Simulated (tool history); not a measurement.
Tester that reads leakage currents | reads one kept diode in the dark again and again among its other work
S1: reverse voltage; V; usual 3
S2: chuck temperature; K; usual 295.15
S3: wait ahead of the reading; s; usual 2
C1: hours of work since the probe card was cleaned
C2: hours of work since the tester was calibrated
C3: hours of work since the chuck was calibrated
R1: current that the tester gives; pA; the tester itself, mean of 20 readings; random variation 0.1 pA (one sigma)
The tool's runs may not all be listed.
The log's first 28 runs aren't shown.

| run | day | S1 | S2 | S3 | C1 | C2 | C3 | R1 |
|---|---|---|---|---|---|---|---|---|
| 29 | 136.996 | 1.02 | 301.15 | 2.36 | 2309 | 4247 | 201 | 32.44 |
| 30 | 143.288 | 7.81 | 296.15 | 0.74 | 2376 | 4314 | 268 | 64.75 |
| 31 | 146.758 | 9.44 | 325.15 | 3.11 | 2413 | 4350 | 304 | 549.06 |
| 32 | 152.075 | 3 | 298.15 | 2.11 | 2469 | 4407 | 361 | 42.7 |
| 33 | 157.096 | 1.77 | 305.15 | 2.48 | 2522 | 4460 | 414 | 56.76 |
| 34 | 162.9 | 10.68 | 304.15 | 1.08 | 2584 | 4521 | 475 | 128.74 |
| 35 | 166.138 | 10.68 | 304.15 | 1.08 | 2618 | 4555 | 509 | 129.29 |
| 36 | 170.996 | 5.73 | 295.15 | 2 | 2669 | 4607 | 561 | 49.42 |

Forecast each of these 3 alternatives for the next run:
| A | 175.767 | 6.81 | 295.15 | 2 | 2720 | 4657 | 611 | ? |
| B | 175.767 | 2.13 | 329.15 | 0.66 | 2720 | 4657 | 611 | ? |
| C | 175.767 | 3 | 299.15 | 6.02 | 2720 | 4657 | 611 | ? |

| run | R1 |
|---|---|
| A | 54.52 |
| B | 375.78 |
| C | 45.38 |
Without the tool's hidden state the same runs would have given:
| run | R1 |
|---|---|
| A | 41.41 |
| B | 385.65 |
| C | 40.66 |
